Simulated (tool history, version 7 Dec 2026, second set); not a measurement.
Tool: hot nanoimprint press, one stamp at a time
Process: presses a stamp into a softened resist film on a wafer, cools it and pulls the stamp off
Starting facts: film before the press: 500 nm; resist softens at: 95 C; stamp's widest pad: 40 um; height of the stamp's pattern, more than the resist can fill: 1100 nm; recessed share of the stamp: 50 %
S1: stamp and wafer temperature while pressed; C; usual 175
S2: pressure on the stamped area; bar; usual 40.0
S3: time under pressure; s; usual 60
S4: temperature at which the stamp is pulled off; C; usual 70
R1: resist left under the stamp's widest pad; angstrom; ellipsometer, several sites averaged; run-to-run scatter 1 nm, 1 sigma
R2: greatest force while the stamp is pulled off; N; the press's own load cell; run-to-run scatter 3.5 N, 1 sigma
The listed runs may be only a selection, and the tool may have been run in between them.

run,hour,S1,S2,S3,S4,R1,R2
1,0.0,175,40.0,60,70,2447,229
2,18.5,175,40.0,60,70,2463,234
3,50.2,172,40.0,60,70,2693,244
# hour 67.6: stamp cleaned and given a new release coat
4,95.3,172,40.0,60,70,2691,173
5,114.1,175,40.0,39,70,2810,174
# hour 153.1: plate thermocouple calibrated
6,161.5,175,40.0,60,70,2517,180
7,201.7,175,40.0,60,70,2508,194
8,229.1,175,40.0,60,70,2505,204
9,255.8,175,39.6,60,70,2512,206
10,286.9,175,39.6,60,70,2514,208
11,323.8,185,40.0,60,70,1795,229
12,354.8,185,40.0,60,70,1787,228
13,390.5,185,40.0,80,70,1572,226
14,409.4,175,40.0,60,70,2463,229
15,440.0,171,40.0,60,70,2800,238
16,459.1,175,40.0,60,70,2452,247
# hour 480.7: stamp cleaned and given a new release coat
17,504.0,175,40.0,60,70,2459,170
# hour 540.0: press's hydraulic seals changed and the load cell set to zero
18,553.2,165,41.5,93,70,2869,181
19,573.6,175,24.1,69,70,2834,186
# hour 580.7: plate thermocouple calibrated
20,612.3,175,24.1,69,70,2943,188
21,656.2,174,45.7,39,73,2831,188
22,686.3,181,35.2,60,63,2192,220
23,714.4,181,51.4,60,70,1808,212
24,754.3,180,31.5,60,70,2330,218
25,784.7,180,31.5,60,70,2349,218
26,813.8,164,31.5,111,70,3166,222
27,847.2,173,44.8,68,70,2399,248
28,877.7,175,40.0,37,70,2896,241
# hour 901.0: stamp cleaned and given a new release coat
29,917.1,175,40.0,37,70,2885,172
30,958.8,175,24.6,80,56,2705,207
# hour 1000.2: plate thermocouple calibrated
31,1000.2,175,24.6,80,56,2773,227

Forecast each of these 3 alternatives for the next run:
A,1043.1,175,44.0,60,57,?,?
B,1043.1,175,40.0,64,70,?,?
C,1043.1,175,44.7,103,56,?,?

run,R1,R2
A,2410,229
B,2462,195
C,1945,232
With the hidden condition removed and each run's random variation left untouched, the same runs would have given:
run,R1,R2
A,2395,197
B,2448,169
C,1931,200
